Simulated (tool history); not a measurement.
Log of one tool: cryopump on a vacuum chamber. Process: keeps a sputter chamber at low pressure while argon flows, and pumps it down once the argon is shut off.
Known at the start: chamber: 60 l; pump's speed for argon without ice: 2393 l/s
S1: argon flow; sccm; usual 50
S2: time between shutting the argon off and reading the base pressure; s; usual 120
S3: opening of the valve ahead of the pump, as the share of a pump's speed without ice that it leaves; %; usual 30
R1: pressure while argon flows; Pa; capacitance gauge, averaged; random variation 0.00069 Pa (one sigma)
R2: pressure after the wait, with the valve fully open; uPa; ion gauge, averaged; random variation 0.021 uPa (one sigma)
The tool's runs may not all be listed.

run 1 day=0.000 | S1=50 S2=120 S3=30 | R1=0.1210 R2=0.54
run 2 day=3.388 | S1=50 S2=120 S3=30 | R1=0.1228 R2=0.55
run 3 day=5.283 | S1=50 S2=120 S3=30 | R1=0.1230 R2=0.56
run 4 day=7.708 | S1=50 S2=120 S3=31 | R1=0.1186 R2=0.58
run 5 day=11.308 | S1=50 S2=120 S3=31 | R1=0.1202 R2=0.55
run 6 day=13.125 | S1=50 S2=120 S3=31 | R1=0.1197 R2=0.55
run 7 day=16.296 | S1=50 S2=249 S3=30 | R1=0.1249 R2=0.42
run 8 day=18.462 | S1=50 S2=249 S3=30 | R1=0.1249 R2=0.42

Forecast run 9:
-- day=18.946 pump warmed up, emptied and cooled again
run 9 day=20.733 | S1=50 S2=77 S3=57 | R1=? R2=?

Run 9 gave R1 0.0624 Pa, R2 0.74 uPa.
Without the tool's hidden state the same run would have given R1 0.0616 Pa, R2 0.63 uPa.

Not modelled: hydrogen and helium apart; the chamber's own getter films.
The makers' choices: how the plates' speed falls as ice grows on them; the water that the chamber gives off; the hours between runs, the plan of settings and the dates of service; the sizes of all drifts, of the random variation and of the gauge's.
